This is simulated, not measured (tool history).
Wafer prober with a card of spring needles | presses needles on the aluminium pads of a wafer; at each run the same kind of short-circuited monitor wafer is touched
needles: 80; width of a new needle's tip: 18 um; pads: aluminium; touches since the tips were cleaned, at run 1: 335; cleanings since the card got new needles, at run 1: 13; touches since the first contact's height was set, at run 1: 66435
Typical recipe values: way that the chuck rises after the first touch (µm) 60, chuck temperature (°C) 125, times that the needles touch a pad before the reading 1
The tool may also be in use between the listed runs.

run	hour	way that the chuck rises after the first touch (µm)	chuck temperature (°C)	times that the needles touch a pad before the reading	touches since the tips were cleaned	cleanings since the card got new needles	touches since the first contact's height was set	resistance of one needle with its contact and lead (mohm)	way that a needle slides on the pad (µm)
1	0.0	60	125	1	335	13	66435	193	9.44
# hour 14.9: tips cleaned on abrasive film
# hour 28.2: tips cleaned on abrasive film
# hour 42.3: tips cleaned on abrasive film
2	42.3	60	54	1	0	16	81740	163	9.44
# hour 55.7: tips cleaned on abrasive film
# hour 70.4: tips cleaned on abrasive film
# hour 86.0: tips cleaned on abrasive film
# hour 99.3: tips cleaned on abrasive film
3	103.6	60	66	1	1559	20	103889	249	9.38
# hour 113.6: tips cleaned on abrasive film
# hour 128.6: tips cleaned on abrasive film
4	129.9	60	66	1	474	22	113395	197	9.36
# hour 142.5: tips cleaned on abrasive film
# hour 158.4: tips cleaned on abrasive film
# hour 173.4: tips cleaned on abrasive film
5	173.4	49	125	1	0	25	129137	188	7.58
# hour 189.7: tips cleaned on abrasive film
# hour 203.0: tips cleaned on abrasive film
# hour 216.3: tips cleaned on abrasive film
6	219.4	49	125	1	1138	28	145769	262	7.56
# hour 232.7: tips cleaned on abrasive film
# hour 246.0: tips cleaned on abrasive film
7	248.8	49	125	1	1004	30	156389	277	7.51
# hour 262.1: tips cleaned on abrasive film
# hour 275.4: tips cleaned on abrasive film
8	279.7	49	125	1	1574	32	167580	286	7.53
# hour 289.5: tips cleaned on abrasive film
# hour 305.0: tips cleaned on abrasive film
9	305.0	45	125	1	0	34	176690	191	6.84
# hour 320.5: tips cleaned on abrasive film
# hour 336.7: tips cleaned on abrasive film
10	343.2	45	125	1	2349	36	190522	379	6.83
# hour 352.4: tips cleaned on abrasive film
# hour 369.0: tips cleaned on abrasive film
# hour 384.9: tips cleaned on abrasive film
# hour 400.3: tips cleaned on abrasive film
11	400.3	45	125	1	0	40	211183	191	6.82
# hour 415.8: tips cleaned on abrasive film
# hour 422.7: height of the first contact set anew
# hour 432.4: tips cleaned on abrasive film
# hour 448.5: tips cleaned on abrasive film
12	456.1	45	125	1	2753	43	12092	360	7.16
# hour 462.8: tips cleaned on abrasive film
# hour 478.9: tips cleaned on abrasive film
13	491.1	45	125	1	4464	45	24780	433	7.14
# hour 494.5: tips cleaned on abrasive film
# hour 507.8: tips cleaned on abrasive film
# hour 524.4: tips cleaned on abrasive film
14	528.2	45	125	1	1380	48	38172	306	7.15
# hour 541.0: tips cleaned on abrasive film
# hour 557.2: tips cleaned on abrasive film
15	570.0	45	125	1	4670	50	53313	421	7.10
# hour 572.9: tips cleaned on abrasive film
# hour 588.6: tips cleaned on abrasive film
16	596.7	45	125	1	2967	52	62954	385	7.10
# hour 602.9: tips cleaned on abrasive film
# hour 618.2: tips cleaned on abrasive film
17	630.5	45	125	1	4485	54	75198	441	7.05
# hour 633.9: tips cleaned on abrasive film
# hour 649.6: tips cleaned on abrasive film
# hour 662.9: tips cleaned on abrasive film
18	671.6	45	125	2	3167	57	90052	312	7.04
# hour 678.4: tips cleaned on abrasive film
# hour 694.2: tips cleaned on abrasive film
19	698.4	48	74	3	1540	59	99726	215	7.49
# hour 708.0: tips cleaned on abrasive film
# hour 721.3: tips cleaned on abrasive film
# hour 737.1: tips cleaned on abrasive film
# hour 753.4: tips cleaned on abrasive film
20	753.5	48	74	3	36	63	119615	167	7.45
# hour 769.0: tips cleaned on abrasive film
# hour 784.8: tips cleaned on abrasive film
# hour 800.4: tips cleaned on abrasive film
21	801.6	48	74	3	442	66	137036	186	7.44
# hour 814.9: tips cleaned on abrasive film
# hour 830.8: tips cleaned on abrasive film
# hour 847.4: tips cleaned on abrasive film
22	857.8	60	125	2	3806	69	157394	256	9.32
# hour 861.2: tips cleaned on abrasive film
# hour 877.1: tips cleaned on abrasive film
23	884.4	57	31	1	2672	71	167009	310	8.88
# hour 891.0: tips cleaned on abrasive film
# hour 907.1: tips cleaned on abrasive film
24	917.0	60	55	2	3588	73	178784	247	9.32
# hour 922.9: tips cleaned on abrasive film
# hour 939.5: tips cleaned on abrasive film
# hour 956.1: tips cleaned on abrasive film
25	959.3	51	103	2	1135	76	194064	227	7.81
# hour 971.2: tips cleaned on abrasive film
# hour 987.3: tips cleaned on abrasive film
# hour 1002.4: tips cleaned on abrasive film
26	1007.6	77	113	2	1884	79	211557	198	11.96
# hour 1017.2: tips cleaned on abrasive film
# hour 1027.4: height of the first contact set anew
# hour 1030.8: tips cleaned on abrasive film
27	1038.4	48	38	2	2775	81	3977	283	7.65
# hour 1045.1: tips cleaned on abrasive film
# hour 1061.7: tips cleaned on abrasive film
# hour 1075.0: tips cleaned on abrasive film
# hour 1091.3: tips cleaned on abrasive film
28	1095.8	43	33	1	1644	85	24706	359	6.84

Consider 3 possible next runs. They are alternatives, not a sequence: every one starts from the tool as it was left by run 28. What does each give?
# hour 1105.8: tips cleaned on abrasive film
# hour 1121.6: tips cleaned on abrasive film
# hour 1137.4: tips cleaned on abrasive film
# hour 1153.4: tips cleaned on abrasive film
A	1155.5	60	32	1	783	89	46315	?	?
# hour 1105.8: tips cleaned on abrasive film
# hour 1121.6: tips cleaned on abrasive film
# hour 1137.4: tips cleaned on abrasive film
# hour 1153.4: tips cleaned on abrasive film
B	1155.5	47	37	1	783	89	46315	?	?
# hour 1105.8: tips cleaned on abrasive film
# hour 1121.6: tips cleaned on abrasive film
# hour 1137.4: tips cleaned on abrasive film
# hour 1153.4: tips cleaned on abrasive film
C	1155.5	43	33	2	783	89	46315	?	?

run	resistance of one needle with its contact and lead (mohm)	way that a needle slides on the pad (µm)
A	212	9.48
B	252	7.41
C	229	6.79
With no hidden state in the tool, these same runs would have given:
run	resistance of one needle with its contact and lead (mohm)	way that a needle slides on the pad (µm)
A	149	9.57
B	154	7.50
C	157	6.87
